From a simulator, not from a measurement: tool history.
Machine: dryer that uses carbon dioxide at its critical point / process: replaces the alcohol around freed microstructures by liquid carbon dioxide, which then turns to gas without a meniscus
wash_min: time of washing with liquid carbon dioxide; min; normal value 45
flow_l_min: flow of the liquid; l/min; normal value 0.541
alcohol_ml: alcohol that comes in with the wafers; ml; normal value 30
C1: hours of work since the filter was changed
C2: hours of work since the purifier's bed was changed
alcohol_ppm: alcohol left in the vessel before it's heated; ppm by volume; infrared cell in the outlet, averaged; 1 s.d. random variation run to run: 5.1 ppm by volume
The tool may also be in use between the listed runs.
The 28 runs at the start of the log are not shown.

{"run": 29, "day": 44.692, "wash_min": 45, "flow_l_min": 0.326, "alcohol_ml": 52, "C1": 466, "C2": 440, "alcohol_ppm": 1282}
{"run": 30, "day": 45.596, "wash_min": 45, "flow_l_min": 0.326, "alcohol_ml": 52, "C1": 474, "C2": 448, "alcohol_ppm": 1254}
{"run": 31, "day": 47.317, "wash_min": 47, "flow_l_min": 0.603, "alcohol_ml": 35, "C1": 490, "C2": 464, "alcohol_ppm": 125}
{"run": 32, "day": 48.658, "wash_min": 34, "flow_l_min": 0.685, "alcohol_ml": 23, "C1": 502, "C2": 476, "alcohol_ppm": 158}
{"day": 48.842, "done": "inlet filter changed"}
{"run": 33, "day": 50.288, "wash_min": 33, "flow_l_min": 0.518, "alcohol_ml": 51, "C1": 13, "C2": 490, "alcohol_ppm": 527}
{"run": 34, "day": 52.004, "wash_min": 32, "flow_l_min": 0.446, "alcohol_ml": 82, "C1": 28, "C2": 505, "alcohol_ppm": 1351}
{"run": 35, "day": 53.717, "wash_min": 69, "flow_l_min": 0.343, "alcohol_ml": 82, "C1": 44, "C2": 521, "alcohol_ppm": 303}
{"run": 36, "day": 55.575, "wash_min": 35, "flow_l_min": 0.439, "alcohol_ml": 107, "C1": 60, "C2": 537, "alcohol_ppm": 1491}
{"run": 37, "day": 56.538, "wash_min": 35, "flow_l_min": 0.439, "alcohol_ml": 107, "C1": 69, "C2": 546, "alcohol_ppm": 1507}
{"run": 38, "day": 57.504, "wash_min": 35, "flow_l_min": 0.439, "alcohol_ml": 107, "C1": 78, "C2": 555, "alcohol_ppm": 1586}
{"run": 39, "day": 59.112, "wash_min": 39, "flow_l_min": 0.541, "alcohol_ml": 95, "C1": 92, "C2": 569, "alcohol_ppm": 490}
{"run": 40, "day": 60.383, "wash_min": 39, "flow_l_min": 0.541, "alcohol_ml": 95, "C1": 104, "C2": 580, "alcohol_ppm": 492}
{"run": 41, "day": 61.988, "wash_min": 39, "flow_l_min": 0.541, "alcohol_ml": 82, "C1": 118, "C2": 595, "alcohol_ppm": 442}
{"run": 42, "day": 63.754, "wash_min": 39, "flow_l_min": 0.541, "alcohol_ml": 82, "C1": 134, "C2": 611, "alcohol_ppm": 447}
{"run": 43, "day": 65.492, "wash_min": 36, "flow_l_min": 0.388, "alcohol_ml": 30, "C1": 149, "C2": 626, "alcohol_ppm": 634}
{"run": 44, "day": 67.271, "wash_min": 57, "flow_l_min": 0.788, "alcohol_ml": 102, "C1": 165, "C2": 642, "alcohol_ppm": 61}
{"run": 45, "day": 68.817, "wash_min": 63, "flow_l_min": 0.365, "alcohol_ml": 39, "C1": 179, "C2": 656, "alcohol_ppm": 199}
{"run": 46, "day": 70.4, "wash_min": 63, "flow_l_min": 0.365, "alcohol_ml": 39, "C1": 193, "C2": 670, "alcohol_ppm": 212}

What if the next run were any one of these 3? Each begins from the tool's condition after run 46:
{"run": "A", "day": 71.625, "wash_min": 63, "flow_l_min": 0.327, "alcohol_ml": 45, "C1": 204, "C2": 681, "alcohol_ppm": "?"}
{"run": "B", "day": 71.625, "wash_min": 65, "flow_l_min": 0.365, "alcohol_ml": 39, "C1": 204, "C2": 681, "alcohol_ppm": "?"}
{"run": "C", "day": 71.625, "wash_min": 63, "flow_l_min": 0.668, "alcohol_ml": 39, "C1": 204, "C2": 681, "alcohol_ppm": "?"}

run=A alcohol_ppm=356
run=B alcohol_ppm=200
run=C alcohol_ppm=66
With the hidden condition removed and each run's random variation left untouched, the same runs would have given:
run=A alcohol_ppm=237
run=B alcohol_ppm=112
run=C alcohol_ppm=14
